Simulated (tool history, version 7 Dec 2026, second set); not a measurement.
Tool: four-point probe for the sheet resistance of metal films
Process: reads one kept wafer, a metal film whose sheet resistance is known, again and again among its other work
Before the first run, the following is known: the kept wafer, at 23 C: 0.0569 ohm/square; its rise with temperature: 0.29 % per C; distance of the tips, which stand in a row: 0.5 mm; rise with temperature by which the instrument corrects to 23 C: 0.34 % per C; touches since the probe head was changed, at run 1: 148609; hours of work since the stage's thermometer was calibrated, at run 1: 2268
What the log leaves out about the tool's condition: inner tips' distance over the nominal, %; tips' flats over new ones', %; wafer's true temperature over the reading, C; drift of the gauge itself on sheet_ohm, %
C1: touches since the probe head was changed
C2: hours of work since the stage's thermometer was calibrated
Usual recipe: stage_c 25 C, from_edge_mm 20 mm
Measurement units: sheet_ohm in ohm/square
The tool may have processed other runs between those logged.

{"run": 1, "hour": 0.0, "stage_c": 25, "from_edge_mm": 20, "C1": 148609, "C2": 2268, "sheet_ohm": 0.057311}
{"run": 2, "hour": 48.6, "stage_c": 25, "from_edge_mm": 20, "C1": 151402, "C2": 2307, "sheet_ohm": 0.057319}
{"run": 3, "hour": 106.8, "stage_c": 25, "from_edge_mm": 20, "C1": 154742, "C2": 2354, "sheet_ohm": 0.057326}
{"run": 4, "hour": 163.8, "stage_c": 25, "from_edge_mm": 20, "C1": 158013, "C2": 2399, "sheet_ohm": 0.05736}
{"run": 5, "hour": 206.1, "stage_c": 25, "from_edge_mm": 20, "C1": 160442, "C2": 2433, "sheet_ohm": 0.057362}
{"run": 6, "hour": 265.6, "stage_c": 25, "from_edge_mm": 3, "C1": 163860, "C2": 2480, "sheet_ohm": 0.058184}
{"run": 7, "hour": 354.3, "stage_c": 25, "from_edge_mm": 3, "C1": 168952, "C2": 2551, "sheet_ohm": 0.058221}
{"run": 8, "hour": 428.6, "stage_c": 22, "from_edge_mm": 20, "C1": 173219, "C2": 2611, "sheet_ohm": 0.057475}
{"run": 9, "hour": 471.5, "stage_c": 22, "from_edge_mm": 20, "C1": 175684, "C2": 2645, "sheet_ohm": 0.057486}
{"run": 10, "hour": 544.0, "stage_c": 22, "from_edge_mm": 20, "C1": 179846, "C2": 2703, "sheet_ohm": 0.057502}
{"run": 11, "hour": 638.3, "stage_c": 22, "from_edge_mm": 20, "C1": 185256, "C2": 2778, "sheet_ohm": 0.057514}
{"run": 12, "hour": 710.4, "stage_c": 25, "from_edge_mm": 20, "C1": 189400, "C2": 2835, "sheet_ohm": 0.057481}
{"hour": 715.4, "done": "stage's thermometer calibrated"}
{"run": 13, "hour": 751.7, "stage_c": 25, "from_edge_mm": 20, "C1": 191742, "C2": 29, "sheet_ohm": 0.057273}
{"run": 14, "hour": 795.8, "stage_c": 25, "from_edge_mm": 20, "C1": 194276, "C2": 64, "sheet_ohm": 0.057304}
{"run": 15, "hour": 849.0, "stage_c": 25, "from_edge_mm": 20, "C1": 197328, "C2": 107, "sheet_ohm": 0.057316}
{"run": 16, "hour": 921.6, "stage_c": 25, "from_edge_mm": 20, "C1": 201495, "C2": 165, "sheet_ohm": 0.057349}
{"run": 17, "hour": 972.7, "stage_c": 25, "from_edge_mm": 20, "C1": 204434, "C2": 205, "sheet_ohm": 0.057354}
{"run": 18, "hour": 1052.2, "stage_c": 25, "from_edge_mm": 8, "C1": 208993, "C2": 269, "sheet_ohm": 0.05746}
{"run": 19, "hour": 1130.8, "stage_c": 25, "from_edge_mm": 8, "C1": 213510, "C2": 332, "sheet_ohm": 0.057468}
{"run": 20, "hour": 1208.8, "stage_c": 30, "from_edge_mm": 20, "C1": 217989, "C2": 394, "sheet_ohm": 0.05727}
{"hour": 1223.3, "done": "new probe head fitted"}
{"run": 21, "hour": 1273.6, "stage_c": 30, "from_edge_mm": 20, "C1": 2889, "C2": 445, "sheet_ohm": 0.056822}
{"run": 22, "hour": 1349.5, "stage_c": 30, "from_edge_mm": 20, "C1": 7250, "C2": 505, "sheet_ohm": 0.056838}
{"run": 23, "hour": 1439.5, "stage_c": 32, "from_edge_mm": 12, "C1": 12415, "C2": 577, "sheet_ohm": 0.056824}
{"run": 24, "hour": 1534.8, "stage_c": 23, "from_edge_mm": 41, "C1": 17886, "C2": 653, "sheet_ohm": 0.057046}
{"run": 25, "hour": 1596.7, "stage_c": 26, "from_edge_mm": 14, "C1": 21441, "C2": 703, "sheet_ohm": 0.057005}
{"run": 26, "hour": 1678.4, "stage_c": 26, "from_edge_mm": 14, "C1": 26131, "C2": 768, "sheet_ohm": 0.057019}
{"run": 27, "hour": 1748.7, "stage_c": 32, "from_edge_mm": 7, "C1": 30169, "C2": 824, "sheet_ohm": 0.057021}
{"run": 28, "hour": 1833.1, "stage_c": 32, "from_edge_mm": 7, "C1": 35018, "C2": 891, "sheet_ohm": 0.05702}
{"run": 29, "hour": 1910.4, "stage_c": 28, "from_edge_mm": 44, "C1": 39453, "C2": 953, "sheet_ohm": 0.056998}
{"run": 30, "hour": 1994.2, "stage_c": 23, "from_edge_mm": 4, "C1": 44266, "C2": 1020, "sheet_ohm": 0.057607}
{"run": 31, "hour": 2047.4, "stage_c": 19, "from_edge_mm": 31, "C1": 47321, "C2": 1062, "sheet_ohm": 0.057262}
{"run": 32, "hour": 2096.3, "stage_c": 32, "from_edge_mm": 18, "C1": 50131, "C2": 1101, "sheet_ohm": 0.056975}
{"run": 33, "hour": 2158.8, "stage_c": 32, "from_edge_mm": 18, "C1": 53715, "C2": 1151, "sheet_ohm": 0.056971}
{"run": 34, "hour": 2212.2, "stage_c": 32, "from_edge_mm": 18, "C1": 56782, "C2": 1194, "sheet_ohm": 0.056975}
{"run": 35, "hour": 2299.7, "stage_c": 23, "from_edge_mm": 15, "C1": 61810, "C2": 1264, "sheet_ohm": 0.057223}
{"run": 36, "hour": 2341.3, "stage_c": 23, "from_edge_mm": 33, "C1": 64193, "C2": 1297, "sheet_ohm": 0.057197}
{"run": 37, "hour": 2420.3, "stage_c": 24, "from_edge_mm": 52, "C1": 68730, "C2": 1360, "sheet_ohm": 0.057194}

Below, each run's measurement less what the same run would have read without the hidden state. Both values contain the same run-to-run variation, but the gauge's scatter may not be the same in both:
run=1 sheet_ohm=+0.000444
run=2 sheet_ohm=+0.000456
run=3 sheet_ohm=+0.000467
run=4 sheet_ohm=+0.000479
run=5 sheet_ohm=+0.000488
run=6 sheet_ohm=+0.000507
run=7 sheet_ohm=+0.000526
run=8 sheet_ohm=+0.000536
run=9 sheet_ohm=+0.000546
run=10 sheet_ohm=+0.000560
run=11 sheet_ohm=+0.000582
run=12 sheet_ohm=+0.000595
run=13 sheet_ohm=+0.000434
run=14 sheet_ohm=+0.000443
run=15 sheet_ohm=+0.000453
run=16 sheet_ohm=+0.000469
run=17 sheet_ohm=+0.000480
run=18 sheet_ohm=+0.000498
run=19 sheet_ohm=+0.000515
run=20 sheet_ohm=+0.000530
run=21 sheet_ohm=+0.000085
run=22 sheet_ohm=+0.000101
run=23 sheet_ohm=+0.000119
run=24 sheet_ohm=+0.000139
run=25 sheet_ohm=+0.000151
run=26 sheet_ohm=+0.000169
run=27 sheet_ohm=+0.000185
run=28 sheet_ohm=+0.000202
run=29 sheet_ohm=+0.000218
run=30 sheet_ohm=+0.000238
run=31 sheet_ohm=+0.000249
run=32 sheet_ohm=+0.000257
run=33 sheet_ohm=+0.000270
run=34 sheet_ohm=+0.000281
run=35 sheet_ohm=+0.000301
run=36 sheet_ohm=+0.000311
run=37 sheet_ohm=+0.000327
